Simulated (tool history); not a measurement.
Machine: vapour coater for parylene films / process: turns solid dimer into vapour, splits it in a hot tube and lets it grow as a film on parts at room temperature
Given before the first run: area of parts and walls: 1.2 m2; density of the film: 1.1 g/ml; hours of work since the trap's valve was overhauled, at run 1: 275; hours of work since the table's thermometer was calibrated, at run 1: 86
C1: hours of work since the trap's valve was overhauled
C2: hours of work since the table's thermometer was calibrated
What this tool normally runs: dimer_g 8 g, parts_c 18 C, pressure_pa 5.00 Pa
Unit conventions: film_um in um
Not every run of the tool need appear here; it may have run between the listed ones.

{"run": 1, "day": 0.0, "dimer_g": 8, "parts_c": 18, "pressure_pa": 5.0, "C1": 275, "C2": 86, "film_um": 3.3}
{"run": 2, "day": 1.183, "dimer_g": 8, "parts_c": 18, "pressure_pa": 5.0, "C1": 288, "C2": 98, "film_um": 3.34}
{"run": 3, "day": 2.388, "dimer_g": 8, "parts_c": 18, "pressure_pa": 5.0, "C1": 300, "C2": 110, "film_um": 3.28}
{"run": 4, "day": 4.317, "dimer_g": 8, "parts_c": 18, "pressure_pa": 5.0, "C1": 320, "C2": 131, "film_um": 3.28}
{"run": 5, "day": 5.85, "dimer_g": 8, "parts_c": 18, "pressure_pa": 5.0, "C1": 336, "C2": 146, "film_um": 3.27}
{"run": 6, "day": 6.808, "dimer_g": 8, "parts_c": 18, "pressure_pa": 5.0, "C1": 346, "C2": 156, "film_um": 3.23}
{"run": 7, "day": 8.588, "dimer_g": 5, "parts_c": 18, "pressure_pa": 5.0, "C1": 365, "C2": 175, "film_um": 2.04}
{"run": 8, "day": 9.725, "dimer_g": 8, "parts_c": 10, "pressure_pa": 5.0, "C1": 376, "C2": 187, "film_um": 4.8}
{"day": 10.154, "done": "trap's valve overhauled"}
{"run": 9, "day": 10.954, "dimer_g": 8, "parts_c": 10, "pressure_pa": 5.0, "C1": 8, "C2": 198, "film_um": 5.26}
{"run": 10, "day": 12.938, "dimer_g": 8, "parts_c": 18, "pressure_pa": 5.0, "C1": 29, "C2": 218, "film_um": 3.5}
{"run": 11, "day": 14.208, "dimer_g": 8, "parts_c": 21, "pressure_pa": 5.0, "C1": 42, "C2": 232, "film_um": 3.03}
{"run": 12, "day": 15.875, "dimer_g": 11, "parts_c": 18, "pressure_pa": 2.17, "C1": 59, "C2": 249, "film_um": 5.93}
{"run": 13, "day": 17.742, "dimer_g": 11, "parts_c": 15, "pressure_pa": 5.0, "C1": 79, "C2": 268, "film_um": 5.6}
{"run": 14, "day": 19.362, "dimer_g": 11, "parts_c": 15, "pressure_pa": 5.0, "C1": 96, "C2": 285, "film_um": 5.55}
{"day": 19.554, "done": "table's thermometer calibrated"}
{"run": 15, "day": 21.229, "dimer_g": 11, "parts_c": 15, "pressure_pa": 9.41, "C1": 115, "C2": 17, "film_um": 4.76}
{"run": 16, "day": 23.3, "dimer_g": 6, "parts_c": 21, "pressure_pa": 5.99, "C1": 136, "C2": 39, "film_um": 2.16}
{"run": 17, "day": 24.479, "dimer_g": 6, "parts_c": 14, "pressure_pa": 5.99, "C1": 148, "C2": 51, "film_um": 3.02}
{"run": 18, "day": 26.671, "dimer_g": 6, "parts_c": 14, "pressure_pa": 5.99, "C1": 171, "C2": 74, "film_um": 2.95}
{"run": 19, "day": 28.367, "dimer_g": 7, "parts_c": 28, "pressure_pa": 4.42, "C1": 189, "C2": 92, "film_um": 1.87}
{"run": 20, "day": 30.554, "dimer_g": 13, "parts_c": 18, "pressure_pa": 3.54, "C1": 211, "C2": 114, "film_um": 5.99}
{"day": 32.112, "done": "table's thermometer calibrated, once more"}
{"run": 21, "day": 32.417, "dimer_g": 8, "parts_c": 30, "pressure_pa": 2.93, "C1": 230, "C2": 3, "film_um": 2.11}
{"run": 22, "day": 33.725, "dimer_g": 5, "parts_c": 18, "pressure_pa": 9.27, "C1": 244, "C2": 17, "film_um": 1.79}

Each row is a separate what-if for the run after 22, all from the same tool condition, not one after another. Results?
{"run": "A", "day": 35.067, "dimer_g": 5, "parts_c": 18, "pressure_pa": 10.46, "C1": 258, "C2": 31, "film_um": "?"}
{"run": "B", "day": 35.067, "dimer_g": 7, "parts_c": 10, "pressure_pa": 5.0, "C1": 258, "C2": 31, "film_um": "?"}
{"run": "C", "day": 35.067, "dimer_g": 5, "parts_c": 18, "pressure_pa": 7.09, "C1": 258, "C2": 31, "film_um": "?"}

run=A film_um=1.71
run=B film_um=4.24
run=C film_um=1.86
Without the tool's unlogged condition, the same runs would have read:
run=A film_um=1.86
run=B film_um=4.61
run=C film_um=2.02

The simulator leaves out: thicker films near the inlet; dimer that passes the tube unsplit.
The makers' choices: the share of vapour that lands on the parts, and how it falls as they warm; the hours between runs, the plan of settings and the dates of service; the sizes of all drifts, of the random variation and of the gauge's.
